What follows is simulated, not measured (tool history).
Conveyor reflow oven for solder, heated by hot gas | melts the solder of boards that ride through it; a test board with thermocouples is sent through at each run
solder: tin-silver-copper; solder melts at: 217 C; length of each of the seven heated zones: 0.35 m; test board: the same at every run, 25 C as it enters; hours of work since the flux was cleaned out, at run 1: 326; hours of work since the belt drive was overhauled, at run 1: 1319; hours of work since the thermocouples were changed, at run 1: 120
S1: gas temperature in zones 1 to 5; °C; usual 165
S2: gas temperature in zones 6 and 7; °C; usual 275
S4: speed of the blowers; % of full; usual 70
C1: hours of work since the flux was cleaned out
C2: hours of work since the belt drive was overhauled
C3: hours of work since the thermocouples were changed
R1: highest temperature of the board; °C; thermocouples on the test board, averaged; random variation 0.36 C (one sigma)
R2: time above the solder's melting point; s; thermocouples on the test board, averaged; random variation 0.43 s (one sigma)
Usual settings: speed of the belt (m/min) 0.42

run 1 hour=0 | S1=165 S2=275 speed_of_the_belt_(m/min)=0.42 S4=70 | C1=326 C2=1319 C3=120 | R1=258 R2=79.7
run 2 hour=53.6 | S1=165 S2=275 speed_of_the_belt_(m/min)=0.42 S4=70 | C1=353 C2=1346 C3=148 | R1=258.1 R2=78
run 3 hour=150.2 | S1=165 S2=275 speed_of_the_belt_(m/min)=0.488 S4=70 | C1=403 C2=1396 C3=197 | R1=253.1 R2=61.2
run 4 hour=197 | S1=165 S2=275 speed_of_the_belt_(m/min)=0.42 S4=70 | C1=427 C2=1420 C3=222 | R1=258.6 R2=79
run 5 hour=249 | S1=165 S2=275 speed_of_the_belt_(m/min)=0.42 S4=70 | C1=454 C2=1447 C3=248 | R1=258.4 R2=78
-- hour=304.8 flux residue cleaned out of gas plates and filters
-- hour=321.2 belt drive overhauled, speed set with a stopwatch
run 6 hour=321.2 | S1=165 S2=275 speed_of_the_belt_(m/min)=0.42 S4=70 | C1=6 C2=0 C3=281 | R1=259.5 R2=76.6
run 7 hour=422.6 | S1=165 S2=275 speed_of_the_belt_(m/min)=0.42 S4=70 | C1=59 C2=52 C3=333 | R1=259.4 R2=77.1
run 8 hour=518.8 | S1=165 S2=275 speed_of_the_belt_(m/min)=0.42 S4=70 | C1=108 C2=102 C3=383 | R1=259.1 R2=77.1
run 9 hour=610.7 | S1=165 S2=275 speed_of_the_belt_(m/min)=0.42 S4=70 | C1=156 C2=149 C3=430 | R1=258.8 R2=77.7
run 10 hour=671.8 | S1=165 S2=275 speed_of_the_belt_(m/min)=0.42 S4=70 | C1=187 C2=181 C3=462 | R1=259.3 R2=76.9
run 11 hour=759.4 | S1=165 S2=275 speed_of_the_belt_(m/min)=0.42 S4=70 | C1=232 C2=226 C3=507 | R1=259.4 R2=76.9
run 12 hour=835.2 | S1=165 S2=275 speed_of_the_belt_(m/min)=0.42 S4=70 | C1=271 C2=265 C3=546 | R1=258.8 R2=76.9
run 13 hour=902 | S1=165 S2=275 speed_of_the_belt_(m/min)=0.42 S4=70 | C1=306 C2=299 C3=580 | R1=259.4 R2=76.7
run 14 hour=989.2 | S1=165 S2=275 speed_of_the_belt_(m/min)=0.42 S4=70 | C1=351 C2=344 C3=625 | R1=259.2 R2=76.9
run 15 hour=1043 | S1=165 S2=275 speed_of_the_belt_(m/min)=0.42 S4=70 | C1=378 C2=372 C3=653 | R1=259.3 R2=76.4
run 16 hour=1127.6 | S1=165 S2=275 speed_of_the_belt_(m/min)=0.42 S4=70 | C1=422 C2=416 C3=696 | R1=259.4 R2=77
run 17 hour=1200.4 | S1=165 S2=275 speed_of_the_belt_(m/min)=0.454 S4=85 | C1=459 C2=453 C3=734 | R1=258.5 R2=70.4
-- hour=1244.2 flux residue cleaned out of gas plates and filters
run 18 hour=1306.3 | S1=178 S2=277 speed_of_the_belt_(m/min)=0.454 S4=77 | C1=32 C2=505 C3=786 | R1=263.7 R2=78.9
run 19 hour=1385.2 | S1=178 S2=277 speed_of_the_belt_(m/min)=0.454 S4=77 | C1=73 C2=546 C3=827 | R1=263.7 R2=79.1
run 20 hour=1463.3 | S1=165 S2=275 speed_of_the_belt_(m/min)=0.448 S4=70 | C1=113 C2=586 C3=867 | R1=258.7 R2=71.6
run 21 hour=1558.7 | S1=167 S2=280 speed_of_the_belt_(m/min)=0.344 S4=53 | C1=162 C2=635 C3=916 | R1=269.9 R2=105
run 22 hour=1603.2 | S1=164 S2=269 speed_of_the_belt_(m/min)=0.373 S4=57 | C1=185 C2=658 C3=939 | R1=257.1 R2=86.5
run 23 hour=1654.8 | S1=165 S2=288 speed_of_the_belt_(m/min)=0.42 S4=70 | C1=212 C2=685 C3=966 | R1=272.8 R2=86.8
run 24 hour=1703 | S1=168 S2=274 speed_of_the_belt_(m/min)=0.42 S4=66 | C1=236 C2=709 C3=990 | R1=260.4 R2=79.2
run 25 hour=1801.2 | S1=155 S2=288 speed_of_the_belt_(m/min)=0.479 S4=73 | C1=287 C2=760 C3=1041 | R1=266.1 R2=68.3
run 26 hour=1851.9 | S1=155 S2=288 speed_of_the_belt_(m/min)=0.479 S4=73 | C1=313 C2=786 C3=1067 | R1=265.4 R2=68.5
run 27 hour=1908.6 | S1=172 S2=288 speed_of_the_belt_(m/min)=0.472 S4=73 | C1=342 C2=815 C3=1096 | R1=269 R2=77.8
run 28 hour=1993.5 | S1=165 S2=272 speed_of_the_belt_(m/min)=0.419 S4=70 | C1=386 C2=859 C3=1140 | R1=259.1 R2=77.4
run 29 hour=2094.5 | S1=156 S2=272 speed_of_the_belt_(m/min)=0.419 S4=70 | C1=438 C2=911 C3=1192 | R1=257 R2=73.1
-- hour=2179.1 flux residue cleaned out of gas plates and filters
run 30 hour=2199.9 | S1=165 S2=275 speed_of_the_belt_(m/min)=0.412 S4=70 | C1=11 C2=963 C3=1244 | R1=263.7 R2=83.1

Forecast each of these 5 alternatives for the next run:
run A hour=2299.5 | S1=165 S2=286 speed_of_the_belt_(m/min)=0.456 S4=66 | C1=62 C2=1014 C3=1295 | R1=? R2=?
run B hour=2299.5 | S1=165 S2=280 speed_of_the_belt_(m/min)=0.42 S4=84 | C1=62 C2=1014 C3=1295 | R1=? R2=?
run C hour=2299.5 | S1=165 S2=275 speed_of_the_belt_(m/min)=0.441 S4=70 | C1=62 C2=1014 C3=1295 | R1=? R2=?
run D hour=2299.5 | S1=165 S2=275 speed_of_the_belt_(m/min)=0.42 S4=74 | C1=62 C2=1014 C3=1295 | R1=? R2=?
run E hour=2299.5 | S1=165 S2=275 speed_of_the_belt_(m/min)=0.485 S4=66 | C1=62 C2=1014 C3=1295 | R1=? R2=?

run=A R1=269 R2=77.2
run=B R1=270 R2=85.6
run=C R1=261.8 R2=75.7
run=D R1=263.8 R2=82.5
run=E R1=256.5 R2=64.3
Without the tool's hidden state the same runs would have given:
run=A R1=264.5 R2=73.1
run=B R1=265.3 R2=81.5
run=C R1=257.3 R2=71.1
run=D R1=259.2 R2=77.9
run=E R1=252 R2=59.8

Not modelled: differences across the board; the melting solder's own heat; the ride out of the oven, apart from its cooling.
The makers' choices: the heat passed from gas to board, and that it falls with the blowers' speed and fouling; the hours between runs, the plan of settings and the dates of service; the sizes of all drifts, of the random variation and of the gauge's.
